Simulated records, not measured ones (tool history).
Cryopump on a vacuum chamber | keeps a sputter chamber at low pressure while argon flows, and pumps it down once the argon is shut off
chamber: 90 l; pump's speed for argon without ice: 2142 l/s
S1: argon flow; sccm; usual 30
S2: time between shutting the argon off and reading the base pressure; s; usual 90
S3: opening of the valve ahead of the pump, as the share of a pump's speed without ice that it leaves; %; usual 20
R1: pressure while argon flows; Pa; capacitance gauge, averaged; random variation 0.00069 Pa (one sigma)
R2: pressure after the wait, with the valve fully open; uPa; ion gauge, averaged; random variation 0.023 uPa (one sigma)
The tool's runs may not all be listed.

run 1 day=0 | S1=30 S2=90 S3=20 | R1=0.1207 R2=0.87
run 2 day=1.304 | S1=23 S2=90 S3=20 | R1=0.0925 R2=0.86
run 3 day=2.933 | S1=30 S2=90 S3=20 | R1=0.1207 R2=0.86
run 4 day=4.129 | S1=30 S2=90 S3=20 | R1=0.1204 R2=0.9
run 5 day=5.229 | S1=30 S2=90 S3=20 | R1=0.1213 R2=0.86
run 6 day=6.35 | S1=30 S2=90 S3=20 | R1=0.1205 R2=0.94
run 7 day=8.321 | S1=30 S2=90 S3=28 | R1=0.088 R2=0.93
run 8 day=10.15 | S1=30 S2=90 S3=20 | R1=0.1204 R2=0.86
run 9 day=11.696 | S1=30 S2=90 S3=20 | R1=0.1217 R2=0.96
run 10 day=13.229 | S1=30 S2=90 S3=20 | R1=0.1213 R2=0.92
run 11 day=15.412 | S1=30 S2=63 S3=38 | R1=0.0661 R2=1.23
run 12 day=16.638 | S1=30 S2=63 S3=38 | R1=0.0655 R2=1.23
run 13 day=18.008 | S1=30 S2=90 S3=59 | R1=0.0426 R2=0.97
run 14 day=20.212 | S1=30 S2=90 S3=59 | R1=0.0437 R2=0.96
run 15 day=22.071 | S1=24 S2=265 S3=24 | R1=0.0813 R2=0.56
run 16 day=24.175 | S1=24 S2=265 S3=24 | R1=0.0825 R2=0.56
run 17 day=25.546 | S1=30 S2=90 S3=30 | R1=0.0821 R2=1.03
run 18 day=27.762 | S1=30 S2=90 S3=20 | R1=0.1215 R2=1.06
run 19 day=29.804 | S1=56 S2=130 S3=16 | R1=0.2801 R2=0.81

Some steps in R1 between neighbouring runs. How much of each would the tool show without its hidden state too (settings, what came in, random variation), and how much is left for the hidden state, with any gauge scatter that isn't in both results?
The hidden state here: pump's speed, % of a pump's without ice; cold plate's temperature, K; leak into the chamber, uPa l/s; drift of the gauge itself on working_pa, %; drift of the gauge itself on base_upa, %.
Run 18 -> 19: S1 30 -> 56, S2 90 -> 130, S3 20 -> 16. R1 +0.1586 Pa: hidden state +0.0038, all else +0.1548.
